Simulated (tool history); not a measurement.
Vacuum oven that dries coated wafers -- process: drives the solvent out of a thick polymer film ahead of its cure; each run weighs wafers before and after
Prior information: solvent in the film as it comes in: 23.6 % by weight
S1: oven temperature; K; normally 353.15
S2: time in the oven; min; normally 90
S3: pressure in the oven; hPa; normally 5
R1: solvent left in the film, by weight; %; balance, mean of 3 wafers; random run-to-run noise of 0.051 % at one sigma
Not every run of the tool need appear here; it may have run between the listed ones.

{"run": 1, "hour": 0.0, "S1": 353.15, "S2": 90, "S3": 5, "R1": 0.96}
{"run": 2, "hour": 15.3, "S1": 353.15, "S2": 90, "S3": 5, "R1": 0.98}
{"run": 3, "hour": 25.0, "S1": 353.15, "S2": 90, "S3": 12.47, "R1": 1.48}
{"run": 4, "hour": 34.2, "S1": 363.15, "S2": 90, "S3": 12.47, "R1": 0.64}
{"run": 5, "hour": 51.8, "S1": 363.15, "S2": 90, "S3": 12.47, "R1": 0.62}
{"run": 6, "hour": 63.0, "S1": 363.15, "S2": 90, "S3": 12.47, "R1": 0.69}
{"run": 7, "hour": 78.2, "S1": 363.15, "S2": 90, "S3": 12.47, "R1": 0.54}
{"run": 8, "hour": 90.0, "S1": 353.15, "S2": 90, "S3": 5, "R1": 0.98}
{"run": 9, "hour": 101.8, "S1": 353.15, "S2": 90, "S3": 5, "R1": 1.04}
{"run": 10, "hour": 116.0, "S1": 353.15, "S2": 90, "S3": 5, "R1": 1.07}
{"run": 11, "hour": 128.4, "S1": 353.15, "S2": 90, "S3": 5, "R1": 1.12}
{"run": 12, "hour": 137.3, "S1": 353.15, "S2": 90, "S3": 5, "R1": 0.98}
{"run": 13, "hour": 148.6, "S1": 353.15, "S2": 90, "S3": 5, "R1": 1.02}
{"run": 14, "hour": 162.8, "S1": 353.15, "S2": 90, "S3": 5, "R1": 1.01}
{"run": 15, "hour": 179.6, "S1": 353.15, "S2": 90, "S3": 5, "R1": 1.05}
{"run": 16, "hour": 196.0, "S1": 353.15, "S2": 90, "S3": 5, "R1": 1.05}
{"run": 17, "hour": 203.4, "S1": 353.15, "S2": 90, "S3": 5, "R1": 1.1}
{"run": 18, "hour": 212.7, "S1": 353.15, "S2": 81, "S3": 5, "R1": 1.35}
{"run": 19, "hour": 229.1, "S1": 353.15, "S2": 81, "S3": 5, "R1": 1.34}
{"run": 20, "hour": 243.6, "S1": 353.15, "S2": 81, "S3": 5, "R1": 1.28}
{"run": 21, "hour": 256.3, "S1": 353.15, "S2": 81, "S3": 5, "R1": 1.42}
{"run": 22, "hour": 273.2, "S1": 353.15, "S2": 90, "S3": 5, "R1": 1.09}
{"run": 23, "hour": 287.7, "S1": 368.15, "S2": 90, "S3": 5, "R1": 0.2}
{"run": 24, "hour": 296.2, "S1": 353.15, "S2": 90, "S3": 17.45, "R1": 1.87}
{"run": 25, "hour": 304.0, "S1": 340.15, "S2": 90, "S3": 5.94, "R1": 4.24}
{"run": 26, "hour": 316.9, "S1": 343.15, "S2": 106, "S3": 5.94, "R1": 2.48}
{"run": 27, "hour": 327.6, "S1": 353.15, "S2": 90, "S3": 7.63, "R1": 1.18}
{"run": 28, "hour": 337.4, "S1": 353.15, "S2": 90, "S3": 7.63, "R1": 1.29}
{"run": 29, "hour": 352.4, "S1": 366.15, "S2": 101, "S3": 3.73, "R1": 0.19}
{"run": 30, "hour": 360.4, "S1": 344.15, "S2": 143, "S3": 5, "R1": 1.2}
{"run": 31, "hour": 371.9, "S1": 344.15, "S2": 143, "S3": 5, "R1": 1.15}
{"run": 32, "hour": 381.8, "S1": 344.15, "S2": 143, "S3": 5, "R1": 1.21}
{"run": 33, "hour": 399.9, "S1": 344.15, "S2": 143, "S3": 5, "R1": 1.26}
{"run": 34, "hour": 410.5, "S1": 347.15, "S2": 77, "S3": 17.68, "R1": 3.91}
{"run": 35, "hour": 424.2, "S1": 367.15, "S2": 61, "S3": 4.92, "R1": 0.46}
{"run": 36, "hour": 431.8, "S1": 352.15, "S2": 83, "S3": 19.75, "R1": 2.51}
{"run": 37, "hour": 446.7, "S1": 352.15, "S2": 83, "S3": 19.75, "R1": 2.54}
{"run": 38, "hour": 459.0, "S1": 352.15, "S2": 46, "S3": 19.75, "R1": 5.22}
{"run": 39, "hour": 471.4, "S1": 352.15, "S2": 69, "S3": 19.75, "R1": 3.1}
{"run": 40, "hour": 484.3, "S1": 362.15, "S2": 90, "S3": 5, "R1": 0.33}
{"run": 41, "hour": 500.3, "S1": 362.15, "S2": 90, "S3": 5, "R1": 0.43}
{"run": 42, "hour": 518.5, "S1": 342.15, "S2": 49, "S3": 12.43, "R1": 8.11}
{"run": 43, "hour": 526.9, "S1": 342.15, "S2": 49, "S3": 12.43, "R1": 8.11}
{"run": 44, "hour": 538.5, "S1": 358.15, "S2": 90, "S3": 4.13, "R1": 0.58}
{"run": 45, "hour": 551.6, "S1": 362.15, "S2": 90, "S3": 5, "R1": 0.27}
{"run": 46, "hour": 563.6, "S1": 353.15, "S2": 116, "S3": 3.81, "R1": 0.57}

4 options for the next run, each taken on its own from the tool as it stands now. Forecast them:
{"run": "A", "hour": 571.1, "S1": 364.15, "S2": 126, "S3": 2.82, "R1": "?"}
{"run": "B", "hour": 571.1, "S1": 367.15, "S2": 112, "S3": 13.08, "R1": "?"}
{"run": "C", "hour": 571.1, "S1": 345.15, "S2": 107, "S3": 9.67, "R1": "?"}
{"run": "D", "hour": 571.1, "S1": 353.15, "S2": 90, "S3": 6.41, "R1": "?"}

run=A R1=0.13
run=B R1=0.59
run=C R1=2.38
run=D R1=1.22
Had the tool no hidden state, the same runs would have come out as:
run=A R1=0.1
run=B R1=0.55
run=C R1=2.08
run=D R1=1.03
